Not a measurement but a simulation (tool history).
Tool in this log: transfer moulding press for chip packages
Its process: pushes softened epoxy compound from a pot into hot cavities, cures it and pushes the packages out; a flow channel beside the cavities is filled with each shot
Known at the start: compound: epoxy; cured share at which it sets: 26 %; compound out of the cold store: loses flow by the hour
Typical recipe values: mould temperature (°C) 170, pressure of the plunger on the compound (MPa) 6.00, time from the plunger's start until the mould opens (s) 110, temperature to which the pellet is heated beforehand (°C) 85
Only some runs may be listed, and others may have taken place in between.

run,hour,mould temperature (°C),pressure of the plunger on the compound (MPa),time from the plunger's start until the mould opens (s),temperature to which the pellet is heated beforehand (°C),incoming compound's hours out of the cold store,length that the compound runs in the flow channel (mm),greatest force on the pins that push the packages out (N)
1,0.0,170,6.00,110,85,24.4,984,358
2,20.5,170,6.00,110,85,30.9,959,364
# hour 57.6: cavities cleaned with cleaning compound and waxed
3,63.7,170,6.00,110,85,46.2,887,344
4,92.4,170,6.00,128,85,18.0,1015,320
5,125.0,170,6.00,128,85,16.7,1020,325
6,161.2,172,6.00,128,85,43.8,888,328
7,190.1,170,6.00,110,81,35.0,938,351
# hour 194.9: cavities cleaned with cleaning compound and waxed
8,233.5,170,6.00,110,82,12.2,1045,356
9,266.7,170,6.00,110,85,33.7,945,357
10,292.5,170,6.00,110,85,20.6,1005,378
11,319.3,170,6.00,110,91,39.3,915,351
# hour 334.7: cavities cleaned with cleaning compound and waxed
12,350.1,170,6.00,110,91,9.7,1054,359
# hour 370.2: plunger's sealing rings changed
13,387.6,170,6.00,110,91,41.5,907,357
14,405.2,170,6.00,110,92,42.5,899,343
15,446.9,170,6.00,121,85,36.6,931,330
# hour 476.9: cavities cleaned with cleaning compound and waxed
16,477.9,170,6.00,121,85,26.1,973,330
17,512.1,172,6.00,104,85,26.0,968,349
18,529.6,170,6.00,111,93,11.4,1042,355
19,561.6,171,6.00,105,85,41.0,909,359
20,591.4,171,6.00,105,85,13.6,1035,372
# hour 616.5: cavities cleaned with cleaning compound and waxed
21,619.2,177,5.28,110,86,23.9,900,320
22,659.6,171,5.41,110,85,14.2,977,351
23,683.2,170,5.09,110,77,46.7,814,358
24,719.5,170,5.05,110,77,44.1,826,360
25,740.2,170,5.05,110,77,26.2,902,367

Here are 3 independent what-if runs from the current tool condition. What would each one return?
# hour 755.2: cavities cleaned with cleaning compound and waxed
A,776.0,170,6.90,112,92,35.0,?,?
# hour 755.2: cavities cleaned with cleaning compound and waxed
B,776.0,170,6.00,110,78,21.2,?,?
# hour 755.2: cavities cleaned with cleaning compound and waxed
C,776.0,174,6.00,145,83,41.9,?,?

run,length that the compound runs in the flow channel (mm),greatest force on the pins that push the packages out (N)
A,1002,351
B,998,359
C,894,308
Stripped of hidden state, with their random variation kept, the same runs would have yielded:
run,length that the compound runs in the flow channel (mm),greatest force on the pins that push the packages out (N)
A,1002,349
B,998,358
C,894,307
